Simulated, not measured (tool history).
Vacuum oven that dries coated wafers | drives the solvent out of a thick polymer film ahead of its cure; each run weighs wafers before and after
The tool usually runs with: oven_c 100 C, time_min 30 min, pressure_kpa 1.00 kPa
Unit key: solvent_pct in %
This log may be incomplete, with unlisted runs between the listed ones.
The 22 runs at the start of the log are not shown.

run,hour,oven_c,time_min,pressure_kpa,hours of work since the thermocouples were calibrated,hours of work since the vacuum gauge was cleaned of residue,solvent_pct
23,1790.8,100,38,2.11,869,1653,3.92
# hour 1879.2: oven's thermocouples calibrated
24,1879.2,103,22,1.02,0,1695,3.89
25,1927.7,103,22,1.02,24,1719,4.01
26,2015.7,103,22,1.02,66,1762,4.03
27,2099.0,93,51,1.02,107,1802,3.99
28,2148.0,100,24,1.12,130,1826,4.84
29,2215.3,111,21,0.77,163,1858,1.75
30,2292.8,86,32,2.91,201,1896,11.02
31,2391.4,86,32,2.91,248,1944,11.07
32,2443.6,100,30,1.72,274,1969,4.47
33,2536.3,100,30,1.72,319,2014,4.38
34,2585.0,100,30,1.72,342,2038,4.44
35,2658.7,100,54,2.61,378,2073,3.64
36,2770.9,100,54,2.61,433,2128,3.76
37,2868.5,100,29,1.77,480,2175,4.68
38,2922.3,100,29,1.77,506,2201,4.59
39,2991.8,98,16,3.90,540,2235,9.87
40,3069.8,98,16,3.90,578,2273,9.97
41,3155.4,98,16,3.90,619,2314,9.88
42,3206.4,98,16,3.90,644,2339,10.15
43,3256.1,99,22,0.63,668,2363,5.40
44,3355.7,99,22,0.63,716,2412,5.60
45,3456.4,108,23,1.47,765,2460,2.87
46,3549.0,108,23,1.47,810,2505,2.94

5 options for the next run, each taken on its own from the tool as it stands now. Forecast them:
A,3615.9,108,35,0.80,843,2538,?
B,3615.9,99,29,2.32,843,2538,?
C,3615.9,100,30,0.51,843,2538,?
D,3615.9,94,40,1.29,843,2538,?
E,3615.9,108,23,1.31,843,2538,?

run,solvent_pct
A,1.41
B,5.81
C,3.55
D,5.36
E,2.90
Take away the tool's hidden state, keep each run's random variation, and the runs would have read:
run,solvent_pct
A,1.01
B,5.05
C,2.86
D,4.55
E,2.34
